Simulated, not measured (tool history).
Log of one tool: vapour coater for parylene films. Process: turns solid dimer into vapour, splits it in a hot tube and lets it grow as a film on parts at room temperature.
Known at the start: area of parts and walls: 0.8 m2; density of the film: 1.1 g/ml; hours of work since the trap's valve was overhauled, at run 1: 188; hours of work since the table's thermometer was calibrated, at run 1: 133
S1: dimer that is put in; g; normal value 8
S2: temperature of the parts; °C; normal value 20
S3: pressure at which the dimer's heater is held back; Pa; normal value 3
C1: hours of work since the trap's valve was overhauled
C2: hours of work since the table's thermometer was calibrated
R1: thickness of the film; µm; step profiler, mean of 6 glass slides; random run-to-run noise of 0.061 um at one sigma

{"run": 1, "hour": 0.0, "S1": 8, "S2": 20, "S3": 3, "C1": 188, "C2": 133, "R1": 6.57}
{"run": 2, "hour": 37.8, "S1": 8, "S2": 20, "S3": 3, "C1": 207, "C2": 151, "R1": 6.53}
{"run": 3, "hour": 78.6, "S1": 11, "S2": 20, "S3": 3, "C1": 227, "C2": 171, "R1": 8.97}
{"run": 4, "hour": 114.3, "S1": 5, "S2": 20, "S3": 3, "C1": 245, "C2": 189, "R1": 4.01}
{"run": 5, "hour": 146.2, "S1": 8, "S2": 20, "S3": 3, "C1": 260, "C2": 205, "R1": 6.42}
{"run": 6, "hour": 163.4, "S1": 8, "S2": 20, "S3": 3, "C1": 269, "C2": 213, "R1": 6.46}
{"run": 7, "hour": 188.3, "S1": 8, "S2": 20, "S3": 3, "C1": 281, "C2": 225, "R1": 6.41}
{"run": 8, "hour": 206.7, "S1": 8, "S2": 20, "S3": 3, "C1": 290, "C2": 234, "R1": 6.45}
{"run": 9, "hour": 240.2, "S1": 8, "S2": 20, "S3": 3, "C1": 306, "C2": 251, "R1": 6.36}
{"run": 10, "hour": 268.1, "S1": 8, "S2": 20, "S3": 3, "C1": 320, "C2": 264, "R1": 6.33}
{"run": 11, "hour": 289.7, "S1": 8, "S2": 20, "S3": 3, "C1": 331, "C2": 275, "R1": 6.34}
{"run": 12, "hour": 328.1, "S1": 8, "S2": 24, "S3": 3, "C1": 350, "C2": 294, "R1": 5.76}
{"hour": 353.0, "done": "trap's valve overhauled"}
{"run": 13, "hour": 362.0, "S1": 8, "S2": 24, "S3": 3, "C1": 4, "C2": 308, "R1": 6.59}
{"run": 14, "hour": 381.8, "S1": 8, "S2": 20, "S3": 3, "C1": 14, "C2": 318, "R1": 7.12}
{"run": 15, "hour": 401.7, "S1": 8, "S2": 20, "S3": 3, "C1": 24, "C2": 328, "R1": 7.06}
{"run": 16, "hour": 444.0, "S1": 8, "S2": 20, "S3": 3, "C1": 45, "C2": 349, "R1": 7.16}
{"run": 17, "hour": 485.0, "S1": 11, "S2": 20, "S3": 3, "C1": 65, "C2": 369, "R1": 9.57}
{"run": 18, "hour": 512.2, "S1": 11, "S2": 20, "S3": 3, "C1": 78, "C2": 382, "R1": 9.56}
{"run": 19, "hour": 546.7, "S1": 8, "S2": 20, "S3": 3, "C1": 95, "C2": 399, "R1": 6.97}
{"run": 20, "hour": 569.7, "S1": 8, "S2": 20, "S3": 3, "C1": 106, "C2": 410, "R1": 6.97}
{"run": 21, "hour": 600.3, "S1": 8, "S2": 20, "S3": 3, "C1": 121, "C2": 425, "R1": 6.83}
{"run": 22, "hour": 623.8, "S1": 4, "S2": 20, "S3": 3, "C1": 133, "C2": 437, "R1": 3.5}
{"run": 23, "hour": 641.7, "S1": 4, "S2": 20, "S3": 3, "C1": 142, "C2": 446, "R1": 3.4}
{"run": 24, "hour": 665.4, "S1": 10, "S2": 28, "S3": 3, "C1": 153, "C2": 457, "R1": 7.33}
{"run": 25, "hour": 683.9, "S1": 5, "S2": 21, "S3": 4.31, "C1": 162, "C2": 466, "R1": 3.83}
{"run": 26, "hour": 710.6, "S1": 7, "S2": 17, "S3": 5.73, "C1": 176, "C2": 480, "R1": 5.48}
{"run": 27, "hour": 733.4, "S1": 10, "S2": 32, "S3": 3, "C1": 187, "C2": 491, "R1": 6.66}
{"run": 28, "hour": 773.0, "S1": 10, "S2": 32, "S3": 3, "C1": 206, "C2": 510, "R1": 6.68}
{"run": 29, "hour": 808.0, "S1": 7, "S2": 32, "S3": 2.4, "C1": 223, "C2": 527, "R1": 4.86}
{"run": 30, "hour": 838.3, "S1": 7, "S2": 32, "S3": 2.4, "C1": 238, "C2": 542, "R1": 4.77}
{"run": 31, "hour": 857.9, "S1": 7, "S2": 32, "S3": 2.4, "C1": 248, "C2": 552, "R1": 4.8}
{"run": 32, "hour": 887.7, "S1": 10, "S2": 30, "S3": 10, "C1": 262, "C2": 566, "R1": 5.28}
{"run": 33, "hour": 907.7, "S1": 4, "S2": 24, "S3": 5.77, "C1": 272, "C2": 576, "R1": 2.67}
{"run": 34, "hour": 932.8, "S1": 8, "S2": 20, "S3": 4.95, "C1": 285, "C2": 589, "R1": 5.9}
{"run": 35, "hour": 957.4, "S1": 9, "S2": 23, "S3": 5.09, "C1": 297, "C2": 601, "R1": 6.08}
{"run": 36, "hour": 979.1, "S1": 10, "S2": 20, "S3": 2.97, "C1": 307, "C2": 611, "R1": 8.22}
{"run": 37, "hour": 1005.7, "S1": 4, "S2": 29, "S3": 4.69, "C1": 320, "C2": 624, "R1": 2.44}
{"run": 38, "hour": 1033.1, "S1": 5, "S2": 20, "S3": 2.54, "C1": 334, "C2": 638, "R1": 4.09}
{"run": 39, "hour": 1070.6, "S1": 5, "S2": 20, "S3": 4.73, "C1": 352, "C2": 656, "R1": 3.61}
{"hour": 1089.8, "done": "trap's valve overhauled"}
{"run": 40, "hour": 1117.1, "S1": 8, "S2": 23, "S3": 3, "C1": 13, "C2": 677, "R1": 6.87}
{"run": 41, "hour": 1143.0, "S1": 8, "S2": 23, "S3": 3, "C1": 26, "C2": 690, "R1": 6.65}
{"run": 42, "hour": 1185.0, "S1": 11, "S2": 20, "S3": 8.83, "C1": 47, "C2": 710, "R1": 7.95}
{"run": 43, "hour": 1206.3, "S1": 11, "S2": 31, "S3": 4.44, "C1": 57, "C2": 721, "R1": 7.34}
{"run": 44, "hour": 1223.8, "S1": 11, "S2": 31, "S3": 4.44, "C1": 66, "C2": 729, "R1": 7.25}
{"run": 45, "hour": 1244.2, "S1": 8, "S2": 18, "S3": 2.11, "C1": 76, "C2": 739, "R1": 7.84}
{"run": 46, "hour": 1262.0, "S1": 8, "S2": 15, "S3": 4.27, "C1": 84, "C2": 748, "R1": 7.22}

4 ways to go on from here, each from the tool as it stands after run 46. What would each give?
{"run": "A", "hour": 1301.3, "S1": 9, "S2": 27, "S3": 2.1, "C1": 104, "C2": 767, "R1": "?"}
{"run": "B", "hour": 1301.3, "S1": 13, "S2": 18, "S3": 4.18, "C1": 104, "C2": 767, "R1": "?"}
{"run": "C", "hour": 1301.3, "S1": 4, "S2": 19, "S3": 4.06, "C1": 104, "C2": 767, "R1": "?"}
{"run": "D", "hour": 1301.3, "S1": 9, "S2": 17, "S3": 4.27, "C1": 104, "C2": 767, "R1": "?"}

run=A R1=7.32
run=B R1=11.17
run=C R1=3.37
run=D R1=7.69
What these runs would have given with no unlogged condition in the tool:
run=A R1=7.47
run=B R1=11.4
run=C R1=3.43
run=D R1=7.85

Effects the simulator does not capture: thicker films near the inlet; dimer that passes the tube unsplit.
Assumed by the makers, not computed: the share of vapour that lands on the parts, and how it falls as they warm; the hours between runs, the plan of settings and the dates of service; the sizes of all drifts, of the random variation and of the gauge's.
